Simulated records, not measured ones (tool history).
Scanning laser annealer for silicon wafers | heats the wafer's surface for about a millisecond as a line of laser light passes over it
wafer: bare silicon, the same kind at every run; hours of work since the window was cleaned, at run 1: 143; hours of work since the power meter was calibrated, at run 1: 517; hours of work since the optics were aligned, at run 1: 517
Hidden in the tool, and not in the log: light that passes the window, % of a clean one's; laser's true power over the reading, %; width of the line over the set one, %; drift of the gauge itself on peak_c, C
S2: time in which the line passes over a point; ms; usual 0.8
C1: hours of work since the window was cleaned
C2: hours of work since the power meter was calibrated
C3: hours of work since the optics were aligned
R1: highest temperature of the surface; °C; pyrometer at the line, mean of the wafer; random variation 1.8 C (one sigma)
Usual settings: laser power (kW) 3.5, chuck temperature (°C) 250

Run 1, day 0: usual settings; C1 143; C2 517; C3 517. Result: R1 994 °C.
Run 2, day 1.417: usual settings; C1 163; C2 538; C3 538. Result: R1 994 °C.
Run 3, day 4.825: usual settings but S2 0.841 ms; C1 213; C2 588; C3 588. Result: R1 1006 °C.
Run 4, day 7.9: usual settings but S2 0.926 ms; C1 258; C2 633; C3 633. Result: R1 1041 °C.
Run 5, day 11.138: usual settings; C1 305; C2 680; C3 680. Result: R1 979 °C.
Run 6, day 13.812: usual settings but laser power (kW) 3.163; C1 344; C2 719; C3 719. Result: R1 891 °C.
Run 7, day 15.446: usual settings but laser power (kW) 3.693; C1 368; C2 743; C3 743. Result: R1 1020 °C.
Run 8, day 17.638: usual settings but laser power (kW) 3.693; C1 400; C2 775; C3 775. Result: R1 1018 °C.
Run 9, day 20.312: usual settings but laser power (kW) 3.693; C1 439; C2 814; C3 814. Result: R1 1015 °C.
Run 10, day 23.371: usual settings; C1 484; C2 859; C3 859. Result: R1 964 °C.
At day 24.542: window over the wafer cleaned.
Run 11, day 25.679: usual settings; C1 17; C2 891; C3 891. Result: R1 1012 °C.
Run 12, day 28.283: usual settings; C1 55; C2 929; C3 929. Result: R1 1003 °C.
Run 13, day 30.667: usual settings; C1 89; C2 964; C3 964. Result: R1 1002 °C.
Run 14, day 32.096: usual settings; C1 110; C2 985; C3 985. Result: R1 998 °C.
Run 15, day 34.225: usual settings; C1 141; C2 1016; C3 1016. Result: R1 995 °C.
Run 16, day 36.496: usual settings; C1 175; C2 1049; C3 1049. Result: R1 994 °C.
Run 17, day 38.838: usual settings; C1 209; C2 1083; C3 1083. Result: R1 990 °C.
Run 18, day 41.804: usual settings; C1 252; C2 1127; C3 1127. Result: R1 986 °C.
Run 19, day 44.788: usual settings; C1 296; C2 1170; C3 1170. Result: R1 982 °C.
Run 20, day 46.717: usual settings; C1 324; C2 1198; C3 1198. Result: R1 976 °C.
Run 21, day 49.958: usual settings; C1 371; C2 1246; C3 1246. Result: R1 977 °C.
Run 22, day 53.2: usual settings but S2 0.596 ms, chuck temperature (°C) 227; C1 418; C2 1293; C3 1293. Result: R1 841 °C.
Run 23, day 54.942: usual settings but laser power (kW) 3.345, S2 0.732 ms, chuck temperature (°C) 287; C1 444; C2 1318; C3 1318. Result: R1 935 °C.
Run 24, day 57.479: usual settings but laser power (kW) 3.145, S2 0.728 ms, chuck temperature (°C) 241; C1 481; C2 1355; C3 1355. Result: R1 839 °C.
At day 58.717: window over the wafer cleaned.
Run 25, day 59.083: usual settings but laser power (kW) 3.343, S2 0.869 ms, chuck temperature (°C) 228; C1 5; C2 1378; C3 1378. Result: R1 978 °C.
Run 26, day 61.783: usual settings but laser power (kW) 3.343, S2 0.869 ms, chuck temperature (°C) 228; C1 45; C2 1417; C3 1417. Result: R1 974 °C.
Run 27, day 64.288: usual settings but laser power (kW) 3.343, S2 0.869 ms, chuck temperature (°C) 220; C1 81; C2 1454; C3 1454. Result: R1 966 °C.
Run 28, day 67.212: usual settings but laser power (kW) 3.343, S2 0.869 ms, chuck temperature (°C) 220; C1 124; C2 1496; C3 1496. Result: R1 959 °C.
Run 29, day 69.767: usual settings but laser power (kW) 3.135; C1 161; C2 1534; C3 1534. Result: R1 901 °C.
Run 30, day 71.221: usual settings but laser power (kW) 3.135; C1 183; C2 1555; C3 1555. Result: R1 901 °C.
Run 31, day 72.738: usual settings but laser power (kW) 3.803, S2 0.626 ms, chuck temperature (°C) 231; C1 205; C2 1577; C3 1577. Result: R1 949 °C.
Run 32, day 75.054: usual settings but laser power (kW) 3.803, S2 0.626 ms, chuck temperature (°C) 231; C1 239; C2 1611; C3 1611. Result: R1 942 °C.
Run 33, day 78.154: usual settings but laser power (kW) 3.803, S2 0.626 ms, chuck temperature (°C) 231; C1 284; C2 1656; C3 1656. Result: R1 941 °C.
Run 34, day 81.225: usual settings but laser power (kW) 2.982, S2 0.634 ms, chuck temperature (°C) 231; C1 329; C2 1701; C3 1701. Result: R1 764 °C.
Run 35, day 82.983: usual settings but S2 0.61 ms; C1 354; C2 1727; C3 1727. Result: R1 877 °C.
Run 36, day 84.85: usual settings but S2 0.61 ms; C1 382; C2 1754; C3 1754. Result: R1 878 °C.
Run 37, day 87.138: usual settings but laser power (kW) 3.513, S2 0.66 ms; C1 415; C2 1787; C3 1787. Result: R1 901 °C.
At day 88.358: optics aligned, line set to its width.
Run 38, day 90.583: usual settings but laser power (kW) 3.238, S2 0.801 ms; C1 462; C2 1835; C3 33. Result: R1 916 °C.
At day 93.058: window over the wafer cleaned.
Run 39, day 93.125: usual settings but S2 0.965 ms, chuck temperature (°C) 287; C1 1; C2 1871; C3 68. Result: R1 1143 °C.
Run 40, day 95.817: usual settings but laser power (kW) 3.73, S2 0.696 ms; C1 40; C2 1910; C3 108. Result: R1 1021 °C.

How the hidden state differs across the entries between the runs, from the last listed run before each to the first after it:
Between runs 10 and 11: window over the wafer cleaned (day 24.542)
  light that passes the window, % of a clean one's: 94.45 -> 99.61; laser's true power over the reading, %: 0.55 -> 0.57; width of the line over the set one, %: 1.41 -> 1.46
  measured less the result without the state, R1: -52 -> -5 °C
Between runs 24 and 25: window over the wafer cleaned (day 58.717)
  light that passes the window, % of a clean one's: 94.64 -> 99.75; laser's true power over the reading, %: 0.88 -> 0.89; width of the line over the set one, %: 2.2 -> 2.24
  measured less the result without the state, R1: -43 -> -5 °C
Between runs 37 and 38: optics aligned, line set to its width (day 88.358)
  light that passes the window, % of a clean one's: 95.49 -> 95; laser's true power over the reading, %: 1.18 -> 1.21; width of the line over the set one, %: 2.91 -> 0.09
  measured less the result without the state, R1: -40 -> -32 °C
Between runs 38 and 39: window over the wafer cleaned (day 93.058)
  light that passes the window, % of a clean one's: 95 -> 99.9; laser's true power over the reading, %: 1.21 -> 1.23; width of the line over the set one, %: 0.09 -> 0.15
  measured less the result without the state, R1: -32 -> +11 °C
